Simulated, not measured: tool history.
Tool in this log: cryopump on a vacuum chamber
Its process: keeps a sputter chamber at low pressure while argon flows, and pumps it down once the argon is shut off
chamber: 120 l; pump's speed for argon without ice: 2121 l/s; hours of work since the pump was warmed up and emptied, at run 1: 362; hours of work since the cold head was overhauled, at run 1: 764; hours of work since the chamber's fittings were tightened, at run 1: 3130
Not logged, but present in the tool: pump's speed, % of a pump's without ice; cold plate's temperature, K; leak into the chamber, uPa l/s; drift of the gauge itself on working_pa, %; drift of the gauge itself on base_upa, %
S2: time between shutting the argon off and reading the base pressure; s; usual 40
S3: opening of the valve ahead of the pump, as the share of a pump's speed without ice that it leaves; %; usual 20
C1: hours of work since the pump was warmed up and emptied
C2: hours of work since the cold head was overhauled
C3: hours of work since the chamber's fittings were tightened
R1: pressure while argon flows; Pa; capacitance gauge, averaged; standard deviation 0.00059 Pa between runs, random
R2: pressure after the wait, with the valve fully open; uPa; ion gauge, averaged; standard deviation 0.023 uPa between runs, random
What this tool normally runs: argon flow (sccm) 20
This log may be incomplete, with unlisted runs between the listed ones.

{"run": 1, "hour": 0.0, "argon flow (sccm)": 20, "S2": 40, "S3": 20, "C1": 362, "C2": 764, "C3": 3130, "R1": 0.0871, "R2": 1.52}
{"run": 2, "hour": 33.7, "argon flow (sccm)": 9, "S2": 40, "S3": 20, "C1": 381, "C2": 782, "C3": 3148, "R1": 0.0398, "R2": 1.61}
{"hour": 46.3, "done": "pump warmed up, emptied and cooled again"}
{"run": 3, "hour": 79.6, "argon flow (sccm)": 9, "S2": 40, "S3": 20, "C1": 18, "C2": 805, "C3": 3171, "R1": 0.0356, "R2": 1.27}
{"run": 4, "hour": 107.7, "argon flow (sccm)": 20, "S2": 40, "S3": 36, "C1": 34, "C2": 820, "C3": 3186, "R1": 0.0452, "R2": 1.27}
{"run": 5, "hour": 141.0, "argon flow (sccm)": 20, "S2": 40, "S3": 36, "C1": 52, "C2": 839, "C3": 3205, "R1": 0.046, "R2": 1.33}
{"hour": 163.0, "done": "leaking fittings of the chamber tightened, without venting"}
{"run": 6, "hour": 208.4, "argon flow (sccm)": 20, "S2": 40, "S3": 36, "C1": 88, "C2": 875, "C3": 25, "R1": 0.0458, "R2": 0.74}
{"run": 7, "hour": 269.1, "argon flow (sccm)": 20, "S2": 40, "S3": 20, "C1": 122, "C2": 908, "C3": 58, "R1": 0.0823, "R2": 0.72}
{"run": 8, "hour": 302.8, "argon flow (sccm)": 20, "S2": 40, "S3": 20, "C1": 140, "C2": 927, "C3": 77, "R1": 0.0821, "R2": 0.76}
{"run": 9, "hour": 356.7, "argon flow (sccm)": 20, "S2": 55, "S3": 20, "C1": 170, "C2": 956, "C3": 107, "R1": 0.0823, "R2": 0.61}
{"run": 10, "hour": 393.5, "argon flow (sccm)": 20, "S2": 55, "S3": 20, "C1": 190, "C2": 977, "C3": 127, "R1": 0.0834, "R2": 0.59}
{"run": 11, "hour": 436.4, "argon flow (sccm)": 20, "S2": 55, "S3": 20, "C1": 214, "C2": 1000, "C3": 151, "R1": 0.0845, "R2": 0.6}
{"run": 12, "hour": 469.3, "argon flow (sccm)": 9, "S2": 40, "S3": 20, "C1": 232, "C2": 1018, "C3": 169, "R1": 0.0381, "R2": 0.81}
{"run": 13, "hour": 526.8, "argon flow (sccm)": 9, "S2": 39, "S3": 20, "C1": 264, "C2": 1050, "C3": 200, "R1": 0.038, "R2": 0.81}
{"run": 14, "hour": 562.5, "argon flow (sccm)": 20, "S2": 104, "S3": 22, "C1": 283, "C2": 1070, "C3": 220, "R1": 0.0787, "R2": 0.48}
{"run": 15, "hour": 597.2, "argon flow (sccm)": 20, "S2": 41, "S3": 18, "C1": 302, "C2": 1089, "C3": 239, "R1": 0.0956, "R2": 0.79}
{"run": 16, "hour": 633.5, "argon flow (sccm)": 9, "S2": 24, "S3": 16, "C1": 322, "C2": 1109, "C3": 259, "R1": 0.0487, "R2": 1.18}
{"run": 17, "hour": 695.1, "argon flow (sccm)": 20, "S2": 55, "S3": 51, "C1": 356, "C2": 1143, "C3": 293, "R1": 0.0393, "R2": 0.7}
{"run": 18, "hour": 743.4, "argon flow (sccm)": 20, "S2": 55, "S3": 51, "C1": 383, "C2": 1169, "C3": 320, "R1": 0.0407, "R2": 0.71}
{"hour": 753.6, "done": "pump warmed up, emptied and cooled again"}
{"run": 19, "hour": 814.7, "argon flow (sccm)": 11, "S2": 122, "S3": 20, "C1": 34, "C2": 1206, "C3": 356, "R1": 0.0442, "R2": 0.4}
{"run": 20, "hour": 855.4, "argon flow (sccm)": 11, "S2": 122, "S3": 20, "C1": 56, "C2": 1228, "C3": 379, "R1": 0.0447, "R2": 0.44}
{"run": 21, "hour": 915.7, "argon flow (sccm)": 11, "S2": 122, "S3": 20, "C1": 89, "C2": 1262, "C3": 412, "R1": 0.0438, "R2": 0.4}
{"run": 22, "hour": 982.4, "argon flow (sccm)": 11, "S2": 122, "S3": 20, "C1": 126, "C2": 1298, "C3": 449, "R1": 0.0447, "R2": 0.44}
{"run": 23, "hour": 1031.2, "argon flow (sccm)": 15, "S2": 109, "S3": 20, "C1": 153, "C2": 1325, "C3": 476, "R1": 0.0622, "R2": 0.48}

How would selected steps in R1 from run to run divide? Give the signed amount a tool lacking its hidden state would still show from settings, what came in and random variation, and the signed amount left for the hidden state, including any gauge scatter that is not in both of the compared results.
Run 1 -> 2: argon flow (sccm) 20 -> 9. R1 -0.0473 Pa: hidden state -0.0036, all else -0.0437.
Run 15 -> 16: argon flow (sccm) 20 -> 9, S2 41 -> 24, S3 18 -> 16. R1 -0.0469 Pa: hidden state -0.0033, all else -0.0436.
Run 16 -> 17: argon flow (sccm) 9 -> 20, S2 24 -> 55, S3 16 -> 51. R1 -0.0094 Pa: hidden state +0.0049, all else -0.0143.
Run 18 -> 19: argon flow (sccm) 20 -> 11, S2 55 -> 122, S3 51 -> 20, pump warmed up, emptied and cooled again. R1 +0.0035 Pa: hidden state -0.0085, all else +0.012.

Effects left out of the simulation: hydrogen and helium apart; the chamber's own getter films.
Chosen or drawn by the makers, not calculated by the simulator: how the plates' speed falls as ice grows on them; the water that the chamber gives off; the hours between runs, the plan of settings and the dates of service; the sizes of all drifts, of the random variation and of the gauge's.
